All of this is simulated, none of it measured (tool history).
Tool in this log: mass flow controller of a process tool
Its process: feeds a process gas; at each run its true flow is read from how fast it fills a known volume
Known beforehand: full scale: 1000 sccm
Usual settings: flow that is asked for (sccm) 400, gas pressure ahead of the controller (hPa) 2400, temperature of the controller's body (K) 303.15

run,hour,flow that is asked for (sccm),gas pressure ahead of the controller (hPa),temperature of the controller's body (K),true flow (%)
1,0.0,400,2400,303.15,100.71
2,138.4,217,2400,303.15,101.69
3,295.7,217,2400,303.15,101.78
4,461.1,217,2400,303.15,101.81
5,535.8,217,2400,303.15,101.93
6,606.5,217,2400,303.15,101.87
7,774.2,400,2400,303.15,100.70
8,914.3,400,2400,303.15,100.85
9,1042.4,400,2400,303.15,100.99
10,1200.8,400,2400,303.15,100.85
11,1292.7,400,2400,303.15,100.94
12,1407.3,400,2400,303.15,100.76
13,1479.8,400,2400,303.15,100.91
14,1626.1,381,2400,303.15,100.99
15,1756.3,400,1420,294.15,99.53
16,1854.6,292,2400,303.15,101.45
17,1991.7,400,1780,298.15,100.04
18,2164.5,109,2550,299.15,105.77
19,2332.9,109,2770,293.15,105.56
20,2405.3,400,2170,306.15,101.05
21,2517.0,108,2170,294.15,105.62
22,2644.0,108,2170,294.15,105.68
23,2811.5,216,2400,303.15,102.62
24,2891.6,203,2400,301.15,102.83
25,3048.4,110,1410,303.15,106.32
26,3134.7,110,1410,303.15,106.41
27,3206.4,110,1990,303.15,106.65
28,3344.5,207,1810,303.15,102.77

Below, some changes in true flow (%) between adjacent runs. For each, the amount present without the hidden state too (settings, incoming material, random variation) and the amount remaining for the hidden state with gauge scatter not shared by both compared results:
What the log doesn't record here: flow at rest that the sensor doesn't see, % of full scale; true flow over the shown one, %; drift of the gauge itself on true_pct, %.
Run 17 -> 18: flow that is asked for (sccm) 400 -> 109, gas pressure ahead of the controller (hPa) 1780 -> 2550, temperature of the controller's body (K) 298.15 -> 299.15. true flow (%) +5.73: hidden state +5.43, all else +0.30.
Run 19 -> 20: flow that is asked for (sccm) 109 -> 400, gas pressure ahead of the controller (hPa) 2770 -> 2170, temperature of the controller's body (K) 293.15 -> 306.15. true flow (%) -4.51: hidden state -5.55, all else +1.04.
Run 20 -> 21: flow that is asked for (sccm) 400 -> 108, temperature of the controller's body (K) 306.15 -> 294.15. true flow (%) +4.57: hidden state +5.78, all else -1.21.
